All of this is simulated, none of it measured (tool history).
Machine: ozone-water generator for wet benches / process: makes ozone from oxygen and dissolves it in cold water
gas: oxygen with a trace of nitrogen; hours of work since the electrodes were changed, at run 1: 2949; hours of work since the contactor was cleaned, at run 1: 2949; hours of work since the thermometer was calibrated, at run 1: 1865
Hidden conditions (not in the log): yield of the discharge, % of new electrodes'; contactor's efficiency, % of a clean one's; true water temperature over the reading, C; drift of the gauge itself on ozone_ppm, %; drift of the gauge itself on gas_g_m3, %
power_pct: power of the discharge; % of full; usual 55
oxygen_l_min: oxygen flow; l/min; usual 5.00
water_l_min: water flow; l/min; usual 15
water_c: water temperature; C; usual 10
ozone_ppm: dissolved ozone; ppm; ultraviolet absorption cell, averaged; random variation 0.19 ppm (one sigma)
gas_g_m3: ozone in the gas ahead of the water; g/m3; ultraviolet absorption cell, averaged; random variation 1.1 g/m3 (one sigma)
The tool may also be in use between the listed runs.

run	hour	power_pct	oxygen_l_min	water_l_min	water_c	hours of work since the electrodes were changed	hours of work since the contactor was cleaned	hours of work since the thermometer was calibrated	ozone_ppm	gas_g_m3
1	0.0	55	5.00	15	10	2949	2949	1865	25.3	172.7
2	60.9	55	5.00	15	16	2991	2991	1908	23.3	174.5
3	164.0	55	5.00	15	16	3062	3062	1979	22.6	174.3
4	255.2	55	5.00	15	10	3125	3125	2042	25.1	174.1
5	324.7	86	5.00	15	10	3174	3174	2090	33.3	227.2
6	434.4	86	5.00	15	10	3250	3250	2166	32.9	229.6
7	541.1	86	5.00	15	10	3324	3324	2240	32.6	227.7
8	614.6	55	2.99	15	10	3375	3375	2291	24.2	229.9
9	684.7	55	5.00	15	10	3423	3423	2340	24.8	173.6
10	748.6	55	5.00	15	10	3467	3467	2384	25.0	173.5
11	813.7	55	5.00	15	10	3513	3513	2429	24.8	172.9
12	938.5	71	5.00	15	10	3599	3599	2516	29.0	201.1
# hour 951.3: contactor cleaned
13	1007.3	55	5.00	15	7	3644	39	2561	25.7	171.0
14	1088.8	55	5.00	15	7	3700	95	2617	25.2	171.4
15	1200.3	55	5.00	15	7	3778	173	2694	25.3	170.8
16	1290.5	55	2.71	15	7	3840	235	2757	24.1	239.5
17	1375.0	55	2.71	15	7	3899	294	2816	24.0	239.0
# hour 1389.4: contactor cleaned, once more
18	1479.9	41	5.00	15	10	3969	63	2886	21.0	143.2
19	1579.9	41	5.00	15	10	4038	132	2955	21.1	142.0
20	1674.0	41	5.00	15	10	4103	197	3020	20.6	140.4
21	1744.0	41	5.00	15	10	4152	246	3069	20.6	143.4
22	1868.3	70	4.59	18	10	4238	332	3155	24.8	204.1
23	1945.4	55	2.55	15	17	4291	385	3208	22.1	244.8
24	2057.8	55	5.18	15	7	4369	463	3286	25.6	166.7
25	2135.7	55	5.18	15	7	4423	517	3340	25.7	166.5
# hour 2177.3: water thermometer calibrated
26	2218.2	55	5.00	10	11	4480	574	28	31.7	167.0
27	2306.0	55	5.00	10	11	4541	635	89	31.3	166.0
28	2381.2	92	6.19	14	8	4593	687	141	36.4	202.4
29	2508.8	92	6.19	12	8	4682	776	230	40.1	202.8
30	2622.2	43	5.00	14	10	4760	854	308	22.3	145.6
31	2694.7	55	5.00	15	7	4810	904	359	25.6	165.9
32	2807.3	55	5.00	15	7	4888	982	437	25.3	166.0

Alternative continuations, all from the tool just after run 32; predict every row:
A	2880.4	57	5.00	10	10	4939	1033	487	?	?
B	2880.4	87	3.78	21	7	4939	1033	487	?	?
C	2880.4	55	3.00	19	10	4939	1033	487	?	?

run	ozone_ppm	gas_g_m3
A	32.5	170.0
B	24.7	257.3
C	19.4	220.3
Without the tool's hidden state the same runs would have given:
run	ozone_ppm	gas_g_m3
A	36.6	189.3
B	28.8	295.9
C	21.8	244.5

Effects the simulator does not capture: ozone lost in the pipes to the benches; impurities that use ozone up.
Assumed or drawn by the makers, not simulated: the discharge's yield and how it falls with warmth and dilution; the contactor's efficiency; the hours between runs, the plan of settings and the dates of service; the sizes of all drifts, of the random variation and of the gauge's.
